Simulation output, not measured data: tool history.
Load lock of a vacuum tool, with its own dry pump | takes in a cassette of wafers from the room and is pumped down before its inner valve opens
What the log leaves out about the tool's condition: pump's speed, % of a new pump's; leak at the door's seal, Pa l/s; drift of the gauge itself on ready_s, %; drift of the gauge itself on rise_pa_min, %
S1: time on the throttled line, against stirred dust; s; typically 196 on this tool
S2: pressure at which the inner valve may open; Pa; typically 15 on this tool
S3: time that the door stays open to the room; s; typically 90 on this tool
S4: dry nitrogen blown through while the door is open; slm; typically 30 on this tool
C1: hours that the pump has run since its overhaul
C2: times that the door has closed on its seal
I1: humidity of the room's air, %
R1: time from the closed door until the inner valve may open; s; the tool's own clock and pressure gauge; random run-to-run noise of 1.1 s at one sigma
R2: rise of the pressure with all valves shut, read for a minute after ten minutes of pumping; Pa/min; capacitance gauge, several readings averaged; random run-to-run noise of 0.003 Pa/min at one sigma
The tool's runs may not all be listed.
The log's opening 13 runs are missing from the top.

| run | hour | S1 | S2 | S3 | S4 | C1 | C2 | I1 | R1 | R2 |
|---|---|---|---|---|---|---|---|---|---|---|
| 14 | 984.2 | 196 | 15 | 90 | 30 | 15202 | 7464 | 44.7 | 260.2 | 0.02 |
| 15 | 1074.4 | 196 | 15 | 90 | 30 | 15292 | 7610 | 46.4 | 262.5 | 0.021 |
| 16 | 1143.6 | 239 | 15 | 90 | 30 | 15361 | 7722 | 45.1 | 298.3 | 0.017 |
| 17 | 1217.8 | 239 | 15 | 90 | 30 | 15435 | 7843 | 41.2 | 297.3 | 0.021 |
| 18 | 1342.9 | 239 | 15 | 90 | 30 | 15560 | 8045 | 45.8 | 301.3 | 0.023 |
| 19 | 1432.8 | 205 | 14 | 86 | 32 | 15650 | 8191 | 43.9 | 269.9 | 0.023 |
| 20 | 1513.2 | 143 | 30 | 31 | 28 | 15731 | 8321 | 44.4 | 209.2 | 0.016 |
| 21 | 1637.1 | 196 | 15 | 101 | 30 | 15854 | 8522 | 46.1 | 262.7 | 0.022 |
| 22 | 1723.9 | 196 | 28 | 71 | 41 | 15941 | 8663 | 41.8 | 255.8 | 0.017 |
| 23 | 1836.3 | 196 | 28 | 71 | 41 | 16054 | 8845 | 44.8 | 255 | 0.014 |
| 24 | 1929.2 | 109 | 25 | 177 | 4 | 16147 | 8995 | 42.5 | 176.8 | 0.09 |
| 25 | 2024.2 | 109 | 25 | 177 | 4 | 16242 | 9149 | 45.7 | 178.4 | 0.092 |
| 26 | 2087.3 | 109 | 25 | 177 | 4 | 16305 | 9251 | 43.7 | 178 | 0.088 |
| 27 | 2159.4 | 109 | 25 | 177 | 4 | 16377 | 9368 | 43.8 | 177.4 | 0.093 |
| 28 | 2241.1 | 207 | 25 | 186 | 5 | 16458 | 9501 | 46.7 | 266.3 | 0.096 |
| 29 | 2312.6 | 207 | 25 | 186 | 5 | 16530 | 9617 | 44.3 | 263.9 | 0.09 |
| 30 | 2397.5 | 168 | 15 | 90 | 43 | 16615 | 9754 | 45.8 | 236.9 | 0.016 |
| 31 | 2493.6 | 196 | 15 | 41 | 5 | 16711 | 9910 | 46.2 | 261.7 | 0.032 |
| 32 | 2621.1 | 196 | 16 | 31 | 29 | 16838 | 10116 | 45.4 | 259.6 | 0.015 |
| 33 | 2678.8 | 196 | 16 | 31 | 29 | 16896 | 10210 | 46.2 | 259.9 | 0.012 |
| 34 | 2755 | 357 | 16 | 232 | 9 | 16972 | 10333 | 47.2 | 405.3 | 0.088 |
| 35 | 2869.1 | 120 | 17 | 28 | 14 | 17086 | 10518 | 46.4 | 192.2 | 0.017 |

Estimate the outcome of run 36 from the log above:
| 36 | 2925.1 | 285 | 12 | 81 | 18 | 17142 | 10609 | 43.4 | ? | ? |

R1: 346.8 s
R2: 0.031 Pa/min
If the tool had no hidden condition, the same run with the same run-to-run variation would have returned R1 346.8 s, R2 0.031 Pa/min.
